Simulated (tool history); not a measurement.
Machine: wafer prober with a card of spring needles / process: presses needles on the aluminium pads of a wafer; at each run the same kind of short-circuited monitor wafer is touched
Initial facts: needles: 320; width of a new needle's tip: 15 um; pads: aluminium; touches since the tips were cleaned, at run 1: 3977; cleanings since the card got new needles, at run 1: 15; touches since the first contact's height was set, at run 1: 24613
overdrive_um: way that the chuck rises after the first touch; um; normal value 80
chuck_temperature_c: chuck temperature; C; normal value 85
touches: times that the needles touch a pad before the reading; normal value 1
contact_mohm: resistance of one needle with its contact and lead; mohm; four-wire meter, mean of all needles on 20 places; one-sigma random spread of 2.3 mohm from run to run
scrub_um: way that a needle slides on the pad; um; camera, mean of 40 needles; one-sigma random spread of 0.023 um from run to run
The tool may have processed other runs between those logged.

run     day  overdrive_um  chuck_temperature_c  touches  touches since the tips were cleaned  cleanings since the card got new needles  touches since the first contact's height was set  contact_mohm  scrub_um
  1       0            80                   85        1                                 3977                                        15                                             24613           261     15.73
      0.408  -- tips cleaned on abrasive film
      1.225  -- tips cleaned on abrasive film
  2   1.479            80                   85        1                                 2602                                        17                                             39606           261     15.62
      1.958  -- tips cleaned on abrasive film
      2.717  -- tips cleaned on abrasive film
  3   2.846            80                   31        1                                 1323                                        19                                             53490           247     15.71
      3.454  -- tips cleaned on abrasive film
      4.208  -- tips cleaned on abrasive film
  4   4.538            80                   31        1                                 3369                                        21                                             70652           248     15.68
      4.979  -- tips cleaned on abrasive film
  5   5.404            80                   85        1                                 4322                                        22                                             79440           255     15.67
      5.808  -- tips cleaned on abrasive film
  6   6.288            80                   85        1                                 4880                                        23                                             88391           257     15.72
      6.496  -- tips cleaned on abrasive film
        7.2  -- tips cleaned on abrasive film
      7.479  -- height of the first contact set anew
      7.975  -- tips cleaned on abrasive film
  7   8.075            80                   85        1                                 1051                                        26                                              6074           257     15.69
      8.712  -- tips cleaned on abrasive film
  8   9.121            80                   85        1                                 4137                                        27                                             16668           256     15.69
      9.425  -- tips cleaned on abrasive film
  9   9.988            80                   85        1                                 5728                                        28                                             25458           257     15.64
     10.188  -- tips cleaned on abrasive film
     11.012  -- tips cleaned on abrasive film
       11.7  -- tips cleaned on abrasive film
 10  11.742            80                   41        1                                  459                                        31                                             43259           250     15.67
     12.517  -- tips cleaned on abrasive film
 11  12.529            80                   41        1                                  138                                        32                                             51248           248      15.7
     13.267  -- tips cleaned on abrasive film
 12  13.317            80                   85        1                                  492                                        33                                             59207           261     15.61
     14.008  -- tips cleaned on abrasive film
     14.742  -- tips cleaned on abrasive film
 13  14.967            80                   85        2                                 2279                                        35                                             75974           255     15.66
     15.454  -- tips cleaned on abrasive film
     16.229  -- tips cleaned on abrasive film
 14  16.342            80                   54        1                                 1182                                        37                                             89925           252     15.66
     16.983  -- tips cleaned on abrasive film
     17.338  -- height of the first contact set anew
 15  17.338            80                   54        2                                 3483                                        38                                                 0           246     15.69
       17.7  -- tips cleaned on abrasive film
      18.45  -- tips cleaned on abrasive film
 16  18.821            80                   54        2                                 3788                                        40                                             15044           258      15.6
     19.229  -- tips cleaned on abrasive film
     19.954  -- tips cleaned on abrasive film
 17  20.604            80                   33        2                                 6625                                        42                                             33156           247     15.64
     20.721  -- tips cleaned on abrasive film
     21.508  -- tips cleaned on abrasive film
 18  21.638            83                   63        2                                 1308                                        44                                             43625           254     16.24
     22.275  -- tips cleaned on abrasive film
     23.008  -- tips cleaned on abrasive film
 19  23.346            65                   85        1                                 3437                                        46                                             60960           260     12.73
     23.771  -- tips cleaned on abrasive film
 20  24.088            98                   85        1                                 3226                                        47                                             68461           259     19.16
     24.575  -- tips cleaned on abrasive film
     25.262  -- tips cleaned on abrasive film
 21  25.804            74                   85        1                                 5528                                        49                                             85898           266     14.48

Run 22 has not been measured yet. What should we expect?
     26.083  -- tips cleaned on abrasive film
     26.788  -- tips cleaned on abrasive film
 22  26.788            72                   84        1                                    0                                        51                                             95860             ?         ?

Run 22 gave contact_mohm 264 mohm, scrub_um 14.04 um.
Minus the tool's unlogged condition, the same run would have read contact_mohm 264 mohm, scrub_um 14.1 um.
